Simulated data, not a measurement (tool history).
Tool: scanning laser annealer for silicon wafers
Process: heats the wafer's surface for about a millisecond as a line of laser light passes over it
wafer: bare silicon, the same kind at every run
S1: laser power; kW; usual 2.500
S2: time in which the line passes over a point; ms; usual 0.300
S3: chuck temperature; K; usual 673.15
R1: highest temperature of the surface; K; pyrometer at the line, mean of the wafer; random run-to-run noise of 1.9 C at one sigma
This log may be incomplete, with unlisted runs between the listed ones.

run	hour	S1	S2	S3	R1
1	0.0	2.500	0.300	673.15	1490.15
2	34.3	2.500	0.300	673.15	1488.15
3	56.7	2.500	0.359	673.15	1583.15
4	86.8	2.500	0.362	673.15	1584.15
5	108.6	2.500	0.362	673.15	1579.15
6	138.4	2.500	0.300	673.15	1491.15
# hour 155.3: window over the wafer cleaned
7	161.6	2.500	0.300	673.15	1491.15
8	200.2	2.500	0.300	673.15	1494.15
9	217.7	2.342	0.248	646.15	1328.15
10	234.4	2.355	0.340	690.15	1507.15
11	264.7	2.355	0.307	690.15	1461.15
12	292.8	2.355	0.307	690.15	1466.15
13	318.2	2.170	0.295	673.15	1359.15
14	338.8	2.170	0.295	673.15	1360.15
15	359.6	2.170	0.295	673.15	1360.15

Each row is a separate what-if for the run after 15, all from the same tool condition, not one after another. Results?
A	384.0	2.724	0.302	691.15	?
B	384.0	2.310	0.367	646.15	?
C	384.0	2.174	0.295	673.15	?
D	384.0	2.170	0.360	674.15	?
E	384.0	2.684	0.300	711.15	?

run	R1
A	1601.15
B	1481.15
C	1364.15
D	1438.15
E	1599.15
Without the tool's unlogged condition, the same runs would have read:
run	R1
A	1602.15
B	1482.15
C	1365.15
D	1439.15
E	1600.15

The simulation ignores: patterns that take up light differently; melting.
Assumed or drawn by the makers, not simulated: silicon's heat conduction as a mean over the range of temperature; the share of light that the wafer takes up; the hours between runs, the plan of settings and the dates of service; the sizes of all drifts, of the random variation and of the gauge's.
